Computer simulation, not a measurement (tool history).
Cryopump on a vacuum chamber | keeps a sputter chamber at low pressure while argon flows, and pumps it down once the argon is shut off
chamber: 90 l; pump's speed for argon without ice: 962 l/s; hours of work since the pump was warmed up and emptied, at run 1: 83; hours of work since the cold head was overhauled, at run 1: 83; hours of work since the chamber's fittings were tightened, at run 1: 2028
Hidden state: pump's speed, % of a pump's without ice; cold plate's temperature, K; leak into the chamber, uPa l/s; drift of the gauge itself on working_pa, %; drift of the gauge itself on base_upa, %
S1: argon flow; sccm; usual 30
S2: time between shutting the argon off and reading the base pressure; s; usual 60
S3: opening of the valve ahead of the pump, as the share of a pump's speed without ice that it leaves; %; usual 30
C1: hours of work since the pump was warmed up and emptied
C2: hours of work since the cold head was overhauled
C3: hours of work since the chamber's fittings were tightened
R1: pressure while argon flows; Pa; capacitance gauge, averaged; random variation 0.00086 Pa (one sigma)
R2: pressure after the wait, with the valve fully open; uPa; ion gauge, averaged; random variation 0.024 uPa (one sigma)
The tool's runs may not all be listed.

run	day	S1	S2	S3	C1	C2	C3	R1	R2
1	0	30	60	30	83	83	2028	0.1771	2.21
2	0.571	30	60	30	94	94	2038	0.1782	2.25
3	1.396	30	60	27	109	109	2053	0.1999	2.26
4	2.117	30	60	50	122	122	2066	0.1078	2.23
5	2.712	30	60	50	133	133	2077	0.1083	2.4
6	3.412	30	60	50	145	145	2090	0.1072	2.34
7	4.096	25	60	30	158	158	2102	0.1514	2.29
8	4.783	25	60	30	170	170	2115	0.149	2.29
9	5.308	25	60	30	180	180	2124	0.1482	2.29
10	5.908	25	60	30	191	191	2135	0.15	2.39
11	6.288	25	60	30	198	198	2142	0.1513	2.34
12	6.7	25	60	30	205	205	2149	0.1489	2.44
13	7.3	25	45	38	216	216	2160	0.1204	2.59
14	7.85	14	79	56	226	226	2170	0.0468	2.21
15	8.629	51	280	39	240	240	2185	0.2378	1.94
16	9.338	12	34	26	253	253	2197	0.0831	2.78
17	9.983	12	34	26	265	265	2209	0.0836	2.95
18	10.329	39	92	31	271	271	2216	0.2292	2.29
19	11.029	39	92	31	284	284	2228	0.2284	2.28
20	11.575	39	92	31	294	294	2238	0.2287	2.34
21	11.958	39	251	42	301	301	2245	0.1709	2.07

Forecast each of these 3 alternatives for the next run:
A	12.767	20	60	25	315	315	2260	?	?
B	12.767	39	197	30	315	315	2260	?	?
C	12.767	21	44	30	315	315	2260	?	?

run	R1	R2
A	0.1451	2.52
B	0.2349	2.16
C	0.1271	2.79
Without the tool's hidden state the same runs would have given:
run	R1	R2
A	0.1409	0.89
B	0.2268	0.49
C	0.1227	1.14

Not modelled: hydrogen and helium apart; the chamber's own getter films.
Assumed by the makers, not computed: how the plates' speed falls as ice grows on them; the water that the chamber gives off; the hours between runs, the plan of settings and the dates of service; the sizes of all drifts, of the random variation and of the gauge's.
